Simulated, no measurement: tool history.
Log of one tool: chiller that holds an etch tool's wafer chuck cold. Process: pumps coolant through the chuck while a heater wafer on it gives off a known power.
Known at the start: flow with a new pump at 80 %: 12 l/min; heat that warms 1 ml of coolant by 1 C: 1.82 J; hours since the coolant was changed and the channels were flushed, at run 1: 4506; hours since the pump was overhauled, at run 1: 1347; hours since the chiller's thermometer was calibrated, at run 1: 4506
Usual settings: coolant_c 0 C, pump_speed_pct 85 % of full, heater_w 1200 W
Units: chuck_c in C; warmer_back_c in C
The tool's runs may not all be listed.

run     day  coolant_c  pump_speed_pct  heater_w  hours since the coolant was changed and the channels were flushed  hours since the pump was overhauled  hours since the chiller's thermometer was calibrated  chuck_c  warmer_back_c
  1   0.000          0              85      1200                                                               4506                                 1347                                                  4506     13.0           3.15
  2   1.575          0              85       723                                                               4544                                 1385                                                  4544      7.8           1.81
  3   3.046          0              85       723                                                               4579                                 1420                                                  4579      7.9           1.83
  4   5.188          0              85       766                                                               4631                                 1472                                                  4631      8.3           1.99
  5   6.817          0              85       766                                                               4670                                 1511                                                  4670      8.5           1.89
  6   8.712          0              85       766                                                               4715                                 1556                                                  4715      8.3           1.86
  7  10.338          0              85       766                                                               4754                                 1595                                                  4754      8.5           1.93
  8  12.142          0              85       612                                                               4798                                 1639                                                  4798      6.6           1.50
     13.288  -- chiller's thermometer calibrated
     14.404  -- coolant changed, channels flushed
  9  14.467          0              89       603                                                                  1                                 1687                                                    22      6.3           1.40
 10  16.154          0              75      1286                                                                 42                                 1728                                                    63     15.4           3.76
 11  18.117          0              63      1200                                                                 89                                 1775                                                   110     16.3           4.20
 12  19.496          0              91       929                                                                122                                 1808                                                   143      9.5           2.17
 13  20.846          0              91       929                                                                155                                 1840                                                   175      9.5           2.08
 14  22.775         -5              72      1092                                                                201                                 1887                                                   222      8.4           3.25

Some steps in warmer_back_c between neighbouring runs. How much of each would the tool show without its hidden state too (settings, what came in, random variation), and how much is left for the hidden state, with any gauge scatter that isn't in both results?
The hidden state here: heat passed by the chuck's channels, % of clean ones'; flow at a given pump speed, % of a new pump's; coolant's true temperature over the reading, C; drift of the gauge itself on chuck_c, C; drift of the gauge itself on warmer_back_c, C.
Run 4 -> 5: no setting changed, nothing entered. warmer_back_c -0.10 C: hidden state -0.02, all else -0.08.
Run 9 -> 10: pump_speed_pct 89 -> 75, heater_w 603 -> 1286. warmer_back_c +2.36 C: hidden state +0.00, all else +2.36.
